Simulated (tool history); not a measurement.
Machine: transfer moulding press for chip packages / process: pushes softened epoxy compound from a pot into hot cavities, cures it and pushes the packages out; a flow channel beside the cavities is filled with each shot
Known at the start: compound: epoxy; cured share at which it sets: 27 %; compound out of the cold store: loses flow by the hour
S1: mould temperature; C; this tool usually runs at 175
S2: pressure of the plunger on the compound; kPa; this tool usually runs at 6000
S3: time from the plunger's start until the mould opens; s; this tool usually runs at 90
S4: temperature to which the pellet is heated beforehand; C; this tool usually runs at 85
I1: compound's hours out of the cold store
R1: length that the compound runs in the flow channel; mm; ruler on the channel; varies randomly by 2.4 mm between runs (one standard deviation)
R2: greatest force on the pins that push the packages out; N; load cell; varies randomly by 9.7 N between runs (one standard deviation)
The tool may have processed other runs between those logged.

run,hour,S1,S2,S3,S4,I1,R1,R2
1,0.0,175,6000,90,85,18.7,1003,464
# hour 34.2: cavities cleaned with cleaning compound and waxed
2,42.6,175,6000,90,85,32.3,943,447
# hour 93.2: plunger's sealing rings changed
3,99.8,175,6020,90,85,24.3,980,446
4,151.6,175,6020,90,94,32.3,943,459
# hour 160.1: cavities cleaned with cleaning compound and waxed
5,183.5,175,6000,98,85,10.8,1041,409
6,218.1,175,6000,76,85,20.4,997,645
7,278.6,175,6000,115,85,16.6,1012,375
# hour 282.6: cavities cleaned with cleaning compound and waxed
8,339.2,175,6000,115,85,24.1,980,363
9,378.0,175,6000,115,85,25.9,971,355
# hour 407.4: cavities cleaned with cleaning compound and waxed
10,407.7,175,6000,115,85,39.8,910,373
11,438.4,175,6000,115,85,30.5,950,359
12,471.0,175,6000,115,85,39.3,909,365
# hour 487.6: plunger's sealing rings changed
# hour 531.9: cavities cleaned with cleaning compound and waxed
13,531.9,175,6000,115,85,30.8,949,374
14,569.4,175,6000,76,85,47.6,872,582
15,626.7,177,6000,128,85,22.8,979,348
# hour 655.6: cavities cleaned with cleaning compound and waxed
16,659.1,175,6000,124,93,29.4,949,363
17,706.9,175,6930,90,85,25.4,1044,463
18,758.0,175,6930,90,85,27.7,1036,456
# hour 778.1: cavities cleaned with cleaning compound and waxed
19,818.4,181,6190,90,84,19.8,995,352
20,855.3,181,6190,103,77,34.1,930,348
# hour 883.0: plunger's sealing rings changed
# hour 904.8: cavities cleaned with cleaning compound and waxed
21,907.1,173,5160,81,76,8.6,985,679
22,964.6,173,5160,81,76,25.6,906,647
# hour 996.4: mould's thermocouples calibrated
23,1014.2,180,6900,116,88,32.6,990,351
# hour 1032.8: cavities cleaned with cleaning compound and waxed
24,1056.0,180,6900,116,88,29.3,1008,337
25,1085.6,175,7290,78,77,17.3,1117,644
26,1115.1,175,7290,78,85,43.0,983,564
# hour 1157.7: cavities cleaned with cleaning compound and waxed
27,1165.1,175,7290,78,85,21.4,1090,620

Run 28, settings as shown, results not yet in. Your forecast:
28,1190.8,175,7290,78,78,33.8,?,?

Run 28 came out at R1 1027 mm, R2 592 N.
Were there no unlogged condition in the tool, this run, its random variation unchanged, would have produced R1 1027 mm, R2 587 N.
